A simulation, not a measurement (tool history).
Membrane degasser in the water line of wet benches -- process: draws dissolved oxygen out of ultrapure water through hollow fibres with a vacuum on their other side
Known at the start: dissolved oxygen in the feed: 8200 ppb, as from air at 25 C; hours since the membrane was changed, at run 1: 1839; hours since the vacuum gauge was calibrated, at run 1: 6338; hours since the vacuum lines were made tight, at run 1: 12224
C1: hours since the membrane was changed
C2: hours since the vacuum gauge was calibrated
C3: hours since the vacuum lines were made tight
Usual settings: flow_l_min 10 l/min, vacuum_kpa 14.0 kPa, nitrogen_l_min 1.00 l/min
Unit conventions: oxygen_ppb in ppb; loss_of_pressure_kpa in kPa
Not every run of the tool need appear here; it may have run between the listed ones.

Run 1, hour 0.0: usual settings; C1 1839; C2 6338; C3 12224. Result: oxygen_ppb 558.5 ppb, loss_of_pressure_kpa 54.01 kPa.
Run 2, hour 77.7: usual settings; C1 1917; C2 6416; C3 12302. Result: oxygen_ppb 570.0 ppb, loss_of_pressure_kpa 54.36 kPa.
At hour 142.8: vacuum gauge calibrated.
Run 3, hour 156.5: usual settings; C1 1995; C2 14; C3 12380. Result: oxygen_ppb 571.2 ppb, loss_of_pressure_kpa 54.29 kPa.
Run 4, hour 223.7: usual settings but vacuum_kpa 10.4 kPa; C1 2062; C2 81; C3 12447. Result: oxygen_ppb 495.1 ppb, loss_of_pressure_kpa 54.15 kPa.
Run 5, hour 325.2: usual settings but vacuum_kpa 10.4 kPa; C1 2164; C2 182; C3 12549. Result: oxygen_ppb 487.9 ppb, loss_of_pressure_kpa 53.99 kPa.
Run 6, hour 382.5: usual settings but vacuum_kpa 10.4 kPa; C1 2221; C2 240; C3 12606. Result: oxygen_ppb 487.5 ppb, loss_of_pressure_kpa 53.91 kPa.
At hour 463.2: vacuum gauge calibrated, once more.
Run 7, hour 481.0: usual settings but vacuum_kpa 10.4 kPa; C1 2319; C2 18; C3 12704. Result: oxygen_ppb 469.2 ppb, loss_of_pressure_kpa 54.13 kPa.
Run 8, hour 593.4: usual settings; C1 2431; C2 130; C3 12816. Result: oxygen_ppb 560.5 ppb, loss_of_pressure_kpa 54.02 kPa.
Run 9, hour 698.7: usual settings but nitrogen_l_min 0.83 l/min; C1 2537; C2 235; C3 12922. Result: oxygen_ppb 605.8 ppb, loss_of_pressure_kpa 53.72 kPa.
Run 10, hour 753.6: usual settings but nitrogen_l_min 0.83 l/min; C1 2592; C2 290; C3 12977. Result: oxygen_ppb 610.8 ppb, loss_of_pressure_kpa 53.89 kPa.
Run 11, hour 813.0: usual settings but nitrogen_l_min 0.83 l/min; C1 2651; C2 350; C3 13036. Result: oxygen_ppb 608.3 ppb, loss_of_pressure_kpa 54.16 kPa.
Run 12, hour 903.1: usual settings but flow_l_min 6 l/min, nitrogen_l_min 0.83 l/min; C1 2741; C2 440; C3 13126. Result: oxygen_ppb 312.7 ppb, loss_of_pressure_kpa 32.75 kPa.
Run 13, hour 1032.8: usual settings but flow_l_min 6 l/min, nitrogen_l_min 0.83 l/min; C1 2871; C2 570; C3 13256. Result: oxygen_ppb 304.4 ppb, loss_of_pressure_kpa 32.64 kPa.
Run 14, hour 1111.6: usual settings but flow_l_min 6 l/min, nitrogen_l_min 0.83 l/min; C1 2950; C2 648; C3 13334. Result: oxygen_ppb 306.8 ppb, loss_of_pressure_kpa 32.83 kPa.
Run 15, hour 1223.7: usual settings; C1 3062; C2 760; C3 13447. Result: oxygen_ppb 566.0 ppb, loss_of_pressure_kpa 54.06 kPa.
Run 16, hour 1316.9: usual settings; C1 3155; C2 854; C3 13540. Result: oxygen_ppb 553.1 ppb, loss_of_pressure_kpa 54.21 kPa.
Run 17, hour 1385.6: usual settings; C1 3224; C2 922; C3 13609. Result: oxygen_ppb 572.0 ppb, loss_of_pressure_kpa 53.97 kPa.
Run 18, hour 1496.2: usual settings but flow_l_min 14 l/min, vacuum_kpa 26.8 kPa, nitrogen_l_min 2.94 l/min; C1 3334; C2 1033; C3 13719. Result: oxygen_ppb 805.7 ppb, loss_of_pressure_kpa 75.97 kPa.
Run 19, hour 1583.8: usual settings but flow_l_min 11 l/min; C1 3422; C2 1121; C3 13807. Result: oxygen_ppb 641.4 ppb, loss_of_pressure_kpa 59.70 kPa.
Run 20, hour 1703.2: usual settings but flow_l_min 9 l/min, vacuum_kpa 10.6 kPa; C1 3541; C2 1240; C3 13926. Result: oxygen_ppb 422.4 ppb, loss_of_pressure_kpa 49.03 kPa.
At hour 1743.1: seals of the vacuum lines changed.
Run 21, hour 1781.0: usual settings but flow_l_min 9 l/min, vacuum_kpa 10.6 kPa; C1 3617; C2 1316; C3 38. Result: oxygen_ppb 410.1 ppb, loss_of_pressure_kpa 49.07 kPa.
Run 22, hour 1871.8: usual settings but flow_l_min 12 l/min, vacuum_kpa 13.2 kPa, nitrogen_l_min 0.85 l/min; C1 3708; C2 1407; C3 129. Result: oxygen_ppb 736.2 ppb, loss_of_pressure_kpa 65.09 kPa.
Run 23, hour 1962.0: usual settings but flow_l_min 6 l/min, vacuum_kpa 21.7 kPa, nitrogen_l_min 1.04 l/min; C1 3798; C2 1497; C3 219. Result: oxygen_ppb 363.5 ppb, loss_of_pressure_kpa 32.66 kPa.
Run 24, hour 2086.0: usual settings but flow_l_min 6 l/min, vacuum_kpa 21.7 kPa, nitrogen_l_min 1.04 l/min; C1 3922; C2 1621; C3 343. Result: oxygen_ppb 358.1 ppb, loss_of_pressure_kpa 32.68 kPa.
Run 25, hour 2178.9: usual settings but flow_l_min 15 l/min, vacuum_kpa 16.7 kPa, nitrogen_l_min 0.54 l/min; C1 4015; C2 1714; C3 436. Result: oxygen_ppb 1290.3 ppb, loss_of_pressure_kpa 81.57 kPa.
Run 26, hour 2284.5: usual settings but flow_l_min 12 l/min, vacuum_kpa 9.0 kPa; C1 4121; C2 1819; C3 541. Result: oxygen_ppb 592.3 ppb, loss_of_pressure_kpa 65.47 kPa.
Run 27, hour 2341.3: usual settings but flow_l_min 12 l/min, vacuum_kpa 9.0 kPa; C1 4177; C2 1876; C3 598. Result: oxygen_ppb 589.8 ppb, loss_of_pressure_kpa 65.42 kPa.
Run 28, hour 2429.2: usual settings but vacuum_kpa 12.5 kPa; C1 4265; C2 1964; C3 686. Result: oxygen_ppb 531.5 ppb, loss_of_pressure_kpa 54.25 kPa.
Run 29, hour 2494.1: usual settings but vacuum_kpa 11.8 kPa, nitrogen_l_min 1.76 l/min; C1 4330; C2 2029; C3 751. Result: oxygen_ppb 442.5 ppb, loss_of_pressure_kpa 54.61 kPa.
Run 30, hour 2573.8: usual settings but flow_l_min 11 l/min, vacuum_kpa 28.0 kPa, nitrogen_l_min 1.23 l/min; C1 4410; C2 2109; C3 831. Result: oxygen_ppb 862.6 ppb, loss_of_pressure_kpa 60.42 kPa.
Run 31, hour 2695.8: usual settings but vacuum_kpa 17.5 kPa, nitrogen_l_min 0.56 l/min; C1 4532; C2 2231; C3 953. Result: oxygen_ppb 828.0 ppb, loss_of_pressure_kpa 54.71 kPa.
Run 32, hour 2819.4: usual settings but vacuum_kpa 17.5 kPa, nitrogen_l_min 0.56 l/min; C1 4655; C2 2354; C3 1076. Result: oxygen_ppb 834.6 ppb, loss_of_pressure_kpa 54.55 kPa.

What differs in the tool's unlogged condition from the final listed run ahead of each entry between runs to the first listed run following it?
Runs 2 to 3: vacuum gauge calibrated (hour 142.8)
  membrane still open, %: 99 -> 98.9; true pressure behind the membrane over the reading, kPa: 0.36 -> 0.46; air that leaks in behind the membrane, l/min: 0.0208 -> 0.0209
  measured value less the no-hidden-state value, oxygen_ppb: +28.9 -> +31.5 ppb; loss_of_pressure_kpa: +0.56 -> +0.58 kPa
Runs 6 to 7: vacuum gauge calibrated, once more (hour 463.2)
  true pressure behind the membrane over the reading, kPa: 0.47 -> -0.02; air that leaks in behind the membrane, l/min: 0.0212 -> 0.0213
  measured value less the no-hidden-state value, oxygen_ppb: +29.4 -> +18.8 ppb; loss_of_pressure_kpa: +0.65 -> +0.67 kPa
Runs 20 to 21: seals of the vacuum lines changed (hour 1743.1)
  true pressure behind the membrane over the reading, kPa: 0.03 -> 0.04; air that leaks in behind the membrane, l/min: 0.0231 -> 0.0022
  measured value less the no-hidden-state value, oxygen_ppb: +25.8 -> +17.4 ppb; loss_of_pressure_kpa: +0.93 -> +0.94 kPa

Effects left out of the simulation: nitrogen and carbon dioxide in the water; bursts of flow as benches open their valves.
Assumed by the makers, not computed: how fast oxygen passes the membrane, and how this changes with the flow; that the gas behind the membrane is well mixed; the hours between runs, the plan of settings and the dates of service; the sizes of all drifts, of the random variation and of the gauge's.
